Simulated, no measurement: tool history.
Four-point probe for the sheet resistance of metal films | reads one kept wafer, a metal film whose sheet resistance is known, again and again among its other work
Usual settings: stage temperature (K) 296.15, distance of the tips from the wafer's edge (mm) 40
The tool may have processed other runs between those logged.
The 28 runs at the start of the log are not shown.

run,hour,stage temperature (K),distance of the tips from the wafer's edge (mm),touches since the probe head was changed,hours of work since the stage's thermometer was calibrated,sheet resistance as the instrument gives it (ohm/square)
29,474.8,299.15,13,77176,499,0.188667
30,488.7,299.15,13,77725,506,0.188694
31,507.8,306.15,42,78475,515,0.188604
32,529.7,296.15,6,79334,526,0.191808
33,544,300.15,47,79895,533,0.187885
34,554.2,300.15,11,80298,538,0.189214
35,568.9,300.15,11,80874,545,0.189129
36,586.7,295.15,9,81574,554,0.189286
37,602.8,294.15,25,82205,562,0.187456
38,624.7,300.15,4,83064,573,0.197357
39,635.5,297.15,46,83489,578,0.187566
40,645.7,307.15,7,83892,583,0.191774
41,668.3,307.15,7,84779,595,0.191797
42,678.7,304.15,7,85184,600,0.191424
43,688.9,296.15,5,85587,605,0.193636
44,706.1,298.15,21,86263,613,0.187863

Below are 4 alternative next runs, each starting from the tool's condition after run 44. Predict each:
A,724.4,291.15,57,86980,622,?
B,724.4,300.15,7,86980,622,?
C,724.4,296.15,18,86980,622,?
D,724.4,298.15,20,86980,622,?

run,sheet resistance as the instrument gives it (ohm/square)
A,0.186728
B,0.19106
C,0.187812
D,0.187923
Take away the tool's hidden state, keep each run's random variation, and the runs would have read:
run,sheet resistance as the instrument gives it (ohm/square)
A,0.18781
B,0.192165
C,0.1889
D,0.189011
